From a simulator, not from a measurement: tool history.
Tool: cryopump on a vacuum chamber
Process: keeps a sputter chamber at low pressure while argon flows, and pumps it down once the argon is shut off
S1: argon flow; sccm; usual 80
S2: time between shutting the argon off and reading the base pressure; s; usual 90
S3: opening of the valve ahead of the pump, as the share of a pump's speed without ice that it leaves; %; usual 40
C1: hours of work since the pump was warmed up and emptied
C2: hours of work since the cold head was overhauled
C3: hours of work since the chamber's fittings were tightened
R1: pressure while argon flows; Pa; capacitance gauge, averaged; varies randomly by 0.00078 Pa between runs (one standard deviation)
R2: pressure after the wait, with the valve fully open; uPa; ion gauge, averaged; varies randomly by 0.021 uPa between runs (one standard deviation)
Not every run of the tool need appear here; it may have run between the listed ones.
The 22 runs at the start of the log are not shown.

run	hour	S1	S2	S3	C1	C2	C3	R1	R2
23	892.6	80	277	41	393	1156	1117	0.1501	1.66
24	916.8	133	279	58	403	1166	1127	0.1813	1.59
25	968.3	97	90	39	426	1189	1149	0.1928	1.82
# hour 985.8: leaking fittings of the chamber tightened, without venting
26	1006.2	97	90	39	441	1204	9	0.1927	0.35
27	1056.1	80	225	21	463	1226	30	0.2919	0.28
28	1096.8	93	90	32	480	1243	48	0.2243	0.45
29	1151.1	46	46	31	504	1266	71	0.1132	0.65
30	1202.6	39	45	28	526	1289	93	0.107	0.68
31	1237.2	39	45	28	541	1304	108	0.1074	0.69
32	1275.7	55	45	23	557	1320	125	0.1826	0.76
33	1314.3	83	45	39	574	1337	142	0.1681	0.74
34	1372	80	45	33	599	1362	166	0.1899	0.84

3 ways to go on from here, each from the tool as it stands after run 34. What would each give?
A	1426.6	39	58	18	622	1385	190	?	?
B	1426.6	39	77	52	622	1385	190	?	?
C	1426.6	37	45	33	622	1385	190	?	?

run	R1	R2
A	0.1655	0.74
B	0.0608	0.68
C	0.0883	0.88
Take away the tool's hidden state, keep each run's random variation, and the runs would have read:
run	R1	R2
A	0.1605	0.43
B	0.0558	0.36
C	0.0835	0.57

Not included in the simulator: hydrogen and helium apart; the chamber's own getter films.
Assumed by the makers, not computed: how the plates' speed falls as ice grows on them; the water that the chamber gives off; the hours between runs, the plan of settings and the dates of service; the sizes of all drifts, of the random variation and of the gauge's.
